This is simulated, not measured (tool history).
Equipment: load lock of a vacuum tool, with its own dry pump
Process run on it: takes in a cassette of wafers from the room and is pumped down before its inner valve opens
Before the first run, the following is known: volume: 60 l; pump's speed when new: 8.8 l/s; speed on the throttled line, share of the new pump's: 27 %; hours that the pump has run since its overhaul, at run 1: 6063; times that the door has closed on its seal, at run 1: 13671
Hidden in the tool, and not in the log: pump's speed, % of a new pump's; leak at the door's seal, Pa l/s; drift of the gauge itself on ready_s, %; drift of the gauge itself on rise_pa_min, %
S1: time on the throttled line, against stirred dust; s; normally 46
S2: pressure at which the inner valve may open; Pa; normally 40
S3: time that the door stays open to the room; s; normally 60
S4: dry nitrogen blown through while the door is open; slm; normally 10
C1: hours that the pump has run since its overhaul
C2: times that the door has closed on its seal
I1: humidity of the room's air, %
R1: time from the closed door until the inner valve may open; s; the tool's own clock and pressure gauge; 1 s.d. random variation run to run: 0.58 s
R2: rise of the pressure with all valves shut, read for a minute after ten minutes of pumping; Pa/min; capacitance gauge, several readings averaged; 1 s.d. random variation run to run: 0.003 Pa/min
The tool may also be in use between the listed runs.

{"run": 1, "hour": 0.0, "S1": 46, "S2": 40, "S3": 60, "S4": 10, "C1": 6063, "C2": 13671, "I1": 45.6, "R1": 90.6, "R2": 0.115}
{"run": 2, "hour": 120.2, "S1": 37, "S2": 40, "S3": 60, "S4": 10, "C1": 6183, "C2": 14062, "I1": 44.4, "R1": 84.6, "R2": 0.116}
{"run": 3, "hour": 246.6, "S1": 37, "S2": 40, "S3": 82, "S4": 10, "C1": 6310, "C2": 14473, "I1": 46.2, "R1": 85.1, "R2": 0.134}
{"run": 4, "hour": 370.3, "S1": 37, "S2": 40, "S3": 82, "S4": 10, "C1": 6433, "C2": 14876, "I1": 43, "R1": 84.5, "R2": 0.128}
{"run": 5, "hour": 442.2, "S1": 37, "S2": 40, "S3": 82, "S4": 10, "C1": 6505, "C2": 15110, "I1": 45.4, "R1": 84.3, "R2": 0.128}
{"run": 6, "hour": 569.4, "S1": 46, "S2": 40, "S3": 60, "S4": 10, "C1": 6632, "C2": 15523, "I1": 42.3, "R1": 91, "R2": 0.123}
{"run": 7, "hour": 746.5, "S1": 46, "S2": 40, "S3": 60, "S4": 10, "C1": 6810, "C2": 16099, "I1": 48.5, "R1": 90.7, "R2": 0.129}
{"run": 8, "hour": 831.7, "S1": 46, "S2": 40, "S3": 60, "S4": 10, "C1": 6895, "C2": 16376, "I1": 42.2, "R1": 91.1, "R2": 0.131}
{"run": 9, "hour": 956.0, "S1": 46, "S2": 40, "S3": 60, "S4": 10, "C1": 7019, "C2": 16780, "I1": 47.6, "R1": 90.4, "R2": 0.136}
{"run": 10, "hour": 1045.9, "S1": 46, "S2": 40, "S3": 60, "S4": 10, "C1": 7109, "C2": 17073, "I1": 44.1, "R1": 91.2, "R2": 0.129}
{"run": 11, "hour": 1137.9, "S1": 46, "S2": 40, "S3": 60, "S4": 10, "C1": 7201, "C2": 17372, "I1": 46.6, "R1": 91.4, "R2": 0.131}
{"run": 12, "hour": 1226.1, "S1": 46, "S2": 40, "S3": 60, "S4": 10, "C1": 7289, "C2": 17659, "I1": 45, "R1": 91.8, "R2": 0.14}
{"run": 13, "hour": 1305.6, "S1": 46, "S2": 40, "S3": 60, "S4": 10, "C1": 7369, "C2": 17917, "I1": 46.7, "R1": 91.6, "R2": 0.14}
{"run": 14, "hour": 1464.2, "S1": 46, "S2": 42, "S3": 60, "S4": 10, "C1": 7527, "C2": 18433, "I1": 42.3, "R1": 89.7, "R2": 0.138}
{"run": 15, "hour": 1538.0, "S1": 46, "S2": 40, "S3": 60, "S4": 10, "C1": 7601, "C2": 18673, "I1": 47.2, "R1": 92, "R2": 0.153}
{"run": 16, "hour": 1684.0, "S1": 71, "S2": 40, "S3": 60, "S4": 10, "C1": 7747, "C2": 19148, "I1": 45.2, "R1": 108.6, "R2": 0.151}
{"run": 17, "hour": 1792.8, "S1": 71, "S2": 40, "S3": 60, "S4": 10, "C1": 7856, "C2": 19502, "I1": 46.2, "R1": 109.2, "R2": 0.156}
{"run": 18, "hour": 1919.4, "S1": 46, "S2": 40, "S3": 60, "S4": 10, "C1": 7982, "C2": 19913, "I1": 48.7, "R1": 91.1, "R2": 0.156}
{"run": 19, "hour": 2016.2, "S1": 46, "S2": 40, "S3": 60, "S4": 10, "C1": 8079, "C2": 20228, "I1": 46.1, "R1": 90.3, "R2": 0.156}
{"run": 20, "hour": 2165.2, "S1": 45, "S2": 67, "S3": 41, "S4": 27, "C1": 8228, "C2": 20713, "I1": 44.2, "R1": 87, "R2": 0.144}
{"run": 21, "hour": 2260.8, "S1": 45, "S2": 67, "S3": 41, "S4": 27, "C1": 8324, "C2": 21024, "I1": 45.6, "R1": 86.8, "R2": 0.141}

Expected results for the next run?
{"run": 22, "hour": 2406.2, "S1": 44, "S2": 46, "S3": 41, "S4": 9, "C1": 8469, "C2": 21496, "I1": 44.7, "R1": "?", "R2": "?"}

R1: 88.9 s
R2: 0.163 Pa/min
Minus the tool's unlogged condition, the same run would have read R1 84.5 s, R2 0.037 Pa/min.

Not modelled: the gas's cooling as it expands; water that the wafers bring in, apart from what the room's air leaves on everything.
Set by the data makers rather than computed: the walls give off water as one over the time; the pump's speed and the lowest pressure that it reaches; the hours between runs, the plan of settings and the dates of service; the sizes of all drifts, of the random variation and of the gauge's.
